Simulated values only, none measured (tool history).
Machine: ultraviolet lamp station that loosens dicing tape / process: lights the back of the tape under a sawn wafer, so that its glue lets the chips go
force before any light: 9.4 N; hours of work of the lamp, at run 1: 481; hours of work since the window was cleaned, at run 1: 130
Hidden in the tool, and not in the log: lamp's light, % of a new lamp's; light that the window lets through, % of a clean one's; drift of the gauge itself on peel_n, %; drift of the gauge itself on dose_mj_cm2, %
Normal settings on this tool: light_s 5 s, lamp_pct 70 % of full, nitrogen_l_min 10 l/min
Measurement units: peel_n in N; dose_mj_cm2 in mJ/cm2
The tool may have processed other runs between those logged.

run	day	light_s	lamp_pct	nitrogen_l_min	hours of work of the lamp	hours of work since the window was cleaned	peel_n	dose_mj_cm2
1	0.000	5	70	10	481	130	1.285	241
2	2.162	5	70	10	515	165	1.348	234
3	4.442	5	70	10	551	200	1.475	224
4	5.679	5	70	10	570	220	1.544	220
5	6.821	5	70	10	588	238	1.632	211
6	8.558	5	70	10	616	265	1.704	205
# day 9.262: window cleaned of glue's vapour
7	10.721	5	70	10	650	23	2.054	183
8	11.958	5	70	10	669	42	2.057	181
9	13.854	5	70	10	699	72	2.213	176
10	15.296	5	70	10	722	95	2.228	170
11	17.396	5	70	10	755	128	2.422	162
12	18.838	5	70	10	778	151	2.550	154
13	20.467	5	70	15	803	177	2.391	151
14	22.083	5	70	15	829	202	2.512	148
15	23.404	5	70	15	850	223	2.570	147
# day 24.029: window cleaned of glue's vapour, once more
16	24.967	5	70	15	874	15	1.514	203
17	26.104	5	70	15	892	33	1.550	200
18	27.608	5	70	15	916	56	1.638	194
19	28.900	5	65	5	936	77	2.755	175
20	30.700	5	60	18	964	105	2.147	160
# day 31.800: lamp changed
21	32.217	4	79	18	7	128	0.837	275
22	33.733	4	79	18	30	152	0.903	265
23	36.225	5	75	8	70	192	0.918	307
24	38.192	8	75	10	101	223	0.339	479
25	39.629	8	75	14	123	245	0.330	466
# day 41.588: window cleaned of glue's vapour
26	41.871	3	67	10	158	4	2.166	176

Each row is a separate what-if for the run after 26, all from the same tool condition, not one after another. Results?
A	43.775	3	62	8	188	34	?	?
B	43.775	4	75	12	188	34	?	?
C	43.775	5	81	11	188	34	?	?

run	peel_n	dose_mj_cm2
A	2.694	159
B	1.130	256
C	0.618	341
Had the tool no hidden state, the same runs would have come out as:
run	peel_n	dose_mj_cm2
A	2.361	176
B	0.924	284
C	0.501	378
